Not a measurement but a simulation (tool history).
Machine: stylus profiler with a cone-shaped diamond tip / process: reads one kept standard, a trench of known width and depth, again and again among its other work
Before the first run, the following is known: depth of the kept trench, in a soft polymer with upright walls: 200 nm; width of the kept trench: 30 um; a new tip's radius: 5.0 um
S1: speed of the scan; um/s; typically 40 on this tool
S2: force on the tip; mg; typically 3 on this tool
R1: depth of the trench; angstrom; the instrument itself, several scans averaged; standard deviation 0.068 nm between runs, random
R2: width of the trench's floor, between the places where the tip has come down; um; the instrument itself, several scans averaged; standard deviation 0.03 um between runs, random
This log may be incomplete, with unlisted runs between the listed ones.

run    hour   S1    S2      R1     R2
  1       0   40     3  2012.1  25.96
  2      32   40     3  2012.2  25.95
  3    70.8   40     3    2011  25.91
  4      93   40     3  2011.5  25.91
  5     135  148     3  2011.9  25.44
  6   167.5  104     3  2011.1  25.66
  7   202.4  104     3  2011.3  25.61
  8   246.4  104  1.83  2005.6  25.43
  9   291.7   40     3  2010.8  25.84
 10   319.3   40     3  2009.7  25.73
 11     357   40     3  2010.3  25.78
 12   407.6   40     3  2009.8  25.76
 13   458.5   40  8.99  2033.3  25.82
 14     481   40  8.99  2032.8  25.78
 15   504.1   40  8.99  2033.5  25.76
 16   530.4   40  2.58  2007.1  25.68
 17     563   40   1.1  1998.1   25.6
 18   585.6   40     3  2009.1   25.7
      610.8  -- height scale calibrated on a step standard
 19   617.2   40     3  2021.8  25.62
 20     643   40     3  2022.6  25.64
 21     664   40     3  2022.2  25.65
 22   704.1   20   7.6    2041  25.77
 23   738.6   16  3.39  2023.7  25.74
 24   789.6  142  3.75  2024.1  25.21
 25   824.9  142  3.75  2024.1  25.25
 26   852.6  156  2.02  2014.8   24.9
 27   876.5  146  4.25  2024.7  25.18
 28   917.9  146  4.25  2026.6  25.13
 29     941  146  4.25  2025.8  25.13
      977.1  -- new tip fitted, height scale calibrated
 30   977.1   15  4.76  2028.9  27.16
 31    1017   88   1.7  2014.7  26.75
 32  1045.4   88   1.7  2013.4  26.72
 33  1096.8   88   1.7  2012.8   26.6
 34  1127.9  124  7.12  2036.6  26.72
 35  1149.6  124  7.12  2037.6  26.75
 36  1173.2   50   1.9  2014.6  26.86
 37  1225.1   25  2.29  2016.5  26.89
 38  1265.9   25  2.29  2017.1  26.89
 39  1291.6  146  1.03  2009.5   25.9
 40  1318.4  146  1.03  2007.5   25.9
 41  1340.9   25     3  2019.7  26.87
 42  1368.1   22  8.94  2043.1  26.87

Some steps in R1 between neighbouring runs. How much of each would the tool show without its hidden state too (settings, what came in, random variation), and how much is left for the hidden state, with any gauge scatter that isn't in both results?
Hidden conditions of the tool in this case: radius of the tip, um; height scale over the true one, %; drift of the gauge itself on depth_nm, %; drift of the gauge itself on floor_um, %.
Run 12 -> 13: S2 3 -> 8.99. R1 +23.5 angstrom: hidden state -0.4, all else +23.9.
Run 15 -> 16: S2 8.99 -> 2.58. R1 -26.4 angstrom: hidden state +0, all else -26.4.
Run 18 -> 19: height scale calibrated on a step standard. R1 +12.7 angstrom: hidden state +13, all else -0.3.
Run 29 -> 30: S1 146 -> 15, S2 4.25 -> 4.76, new tip fitted, height scale calibrated. R1 +3.1 angstrom: hidden state +1.5, all else +1.6.
Run 33 -> 34: S1 88 -> 124, S2 1.7 -> 7.12. R1 +23.8 angstrom: hidden state -0.2, all else +24.
